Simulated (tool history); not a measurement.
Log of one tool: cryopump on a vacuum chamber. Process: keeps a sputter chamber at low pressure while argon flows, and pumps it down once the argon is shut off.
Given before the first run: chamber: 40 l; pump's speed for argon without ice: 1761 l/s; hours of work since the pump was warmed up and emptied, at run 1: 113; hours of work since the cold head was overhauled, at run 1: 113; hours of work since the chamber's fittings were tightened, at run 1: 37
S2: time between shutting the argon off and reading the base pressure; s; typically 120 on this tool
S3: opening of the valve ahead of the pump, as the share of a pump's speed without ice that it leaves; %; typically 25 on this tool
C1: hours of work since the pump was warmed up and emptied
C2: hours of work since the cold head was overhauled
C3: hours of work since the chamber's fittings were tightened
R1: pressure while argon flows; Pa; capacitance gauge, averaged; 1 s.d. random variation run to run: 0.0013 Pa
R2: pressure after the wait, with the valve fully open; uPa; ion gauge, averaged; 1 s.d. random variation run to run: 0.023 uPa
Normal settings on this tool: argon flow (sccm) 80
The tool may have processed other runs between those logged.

Run 1, hour 0.0: usual settings; C1 113; C2 113; C3 37. Result: R1 0.3143 Pa, R2 0.88 uPa.
Run 2, hour 24.1: usual settings; C1 122; C2 122; C3 47. Result: R1 0.3172 Pa, R2 0.94 uPa.
Run 3, hour 33.9: usual settings; C1 126; C2 126; C3 51. Result: R1 0.3184 Pa, R2 0.89 uPa.
Run 4, hour 47.7: usual settings; C1 132; C2 132; C3 57. Result: R1 0.3181 Pa, R2 0.96 uPa.
Run 5, hour 68.0: usual settings; C1 140; C2 140; C3 65. Result: R1 0.3172 Pa, R2 0.95 uPa.
Run 6, hour 83.7: usual settings; C1 147; C2 147; C3 72. Result: R1 0.3192 Pa, R2 0.96 uPa.
Run 7, hour 108.0: usual settings but argon flow (sccm) 38, S2 87 s, S3 19 %; C1 157; C2 157; C3 81. Result: R1 0.1983 Pa, R2 1.25 uPa.
Run 8, hour 124.5: usual settings but argon flow (sccm) 141, S2 26 s, S3 60 %; C1 163; C2 163; C3 88. Result: R1 0.2484 Pa, R2 3.29 uPa.
Run 9, hour 148.8: usual settings but argon flow (sccm) 141, S2 26 s, S3 60 %; C1 173; C2 173; C3 98. Result: R1 0.2504 Pa, R2 3.21 uPa.
Run 10, hour 171.3: usual settings but S3 27 %; C1 182; C2 182; C3 107. Result: R1 0.2986 Pa, R2 1.02 uPa.
Run 11, hour 190.0: usual settings but S3 27 %; C1 190; C2 190; C3 115. Result: R1 0.3010 Pa, R2 1.10 uPa.

Measured less the same run without the tool's hidden state. The same run-to-run variation is in both; the gauge's scatter may not be:
What the log doesn't record here: pump's speed, % of a pump's without ice; cold plate's temperature, K; leak into the chamber, uPa l/s; drift of the gauge itself on working_pa, %; drift of the gauge itself on base_upa, %.
run       R1     R2
  1  +0.0092  +0.10
  2  +0.0101  +0.13
  3  +0.0105  +0.13
  4  +0.0109  +0.15
  5  +0.0115  +0.16
  6  +0.0122  +0.19
  7  +0.0062  +0.20
  8  +0.0238  +0.22
  9  +0.0254  +0.23
 10  +0.0151  +0.25
 11  +0.0160  +0.28

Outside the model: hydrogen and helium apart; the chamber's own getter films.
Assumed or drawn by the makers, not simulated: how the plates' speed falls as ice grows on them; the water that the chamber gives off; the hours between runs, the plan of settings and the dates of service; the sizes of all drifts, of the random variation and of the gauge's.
